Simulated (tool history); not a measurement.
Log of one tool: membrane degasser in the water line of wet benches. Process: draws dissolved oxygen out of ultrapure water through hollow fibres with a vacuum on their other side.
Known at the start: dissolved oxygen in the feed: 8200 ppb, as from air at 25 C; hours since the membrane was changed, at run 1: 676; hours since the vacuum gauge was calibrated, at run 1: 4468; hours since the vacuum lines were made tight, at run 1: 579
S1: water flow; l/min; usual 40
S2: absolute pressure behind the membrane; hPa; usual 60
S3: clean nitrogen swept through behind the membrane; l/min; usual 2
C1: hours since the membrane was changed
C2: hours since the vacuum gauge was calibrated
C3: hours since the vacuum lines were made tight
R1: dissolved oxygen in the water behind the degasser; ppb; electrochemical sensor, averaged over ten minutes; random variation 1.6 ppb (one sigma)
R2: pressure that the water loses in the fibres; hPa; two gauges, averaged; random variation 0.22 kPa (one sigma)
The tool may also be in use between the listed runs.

run   hour  S1     S2    S3    C1    C2   C3     R1     R2
  1      0  40     60     2   676  4468  579  155.9  539.8
  2   33.9  41     60     2   710  4502  613  166.2  545.9
      75.4  -- vacuum gauge calibrated
  3   75.4  41     60     2   751     0  654    165  547.5
  4    115  41     60     2   790    40  694  165.2  551.5
  5  152.7  41     60     2   828    77  731  164.9  544.3
  6  197.4  41     60     2   873   122  776  164.4    549
  7  230.1  36     60     2   905   155  809  132.5  483.1
  8  267.7  36     60     2   943   192  846  133.4  478.6
  9  308.9  36   36.5  1.87   984   233  887   39.7  482.5
 10  331.5  40   86.7     2  1007   256  910  271.5  535.5
 11  361.1  40  100.5     2  1036   286  940  330.3  528.5

5 ways to go on from here, each from the tool as it stands after run 11. What would each give?
  A  385.7  38  100.5  1.39  1061  310  964   ?   ?
  B  385.7  40     60  1.53  1061  310  964   ?   ?
  C  385.7  40     60     1  1061  310  964   ?   ?
  D  385.7  32   54.2  2.24  1061  310  964   ?   ?
  E  385.7  40   48.6  5.22  1061  310  964   ?   ?

run     R1     R2
  A  414.6  509.3
  B  188.5  534.8
  C  251.6  532.8
  D   83.3  428.3
  E   64.7  531.9
Without the tool's hidden state the same runs would have given:
run     R1     R2
  A  414.5  509.2
  B  188.5  534.8
  C  251.5  532.7
  D   83.3  428.2
  E   64.7  531.9

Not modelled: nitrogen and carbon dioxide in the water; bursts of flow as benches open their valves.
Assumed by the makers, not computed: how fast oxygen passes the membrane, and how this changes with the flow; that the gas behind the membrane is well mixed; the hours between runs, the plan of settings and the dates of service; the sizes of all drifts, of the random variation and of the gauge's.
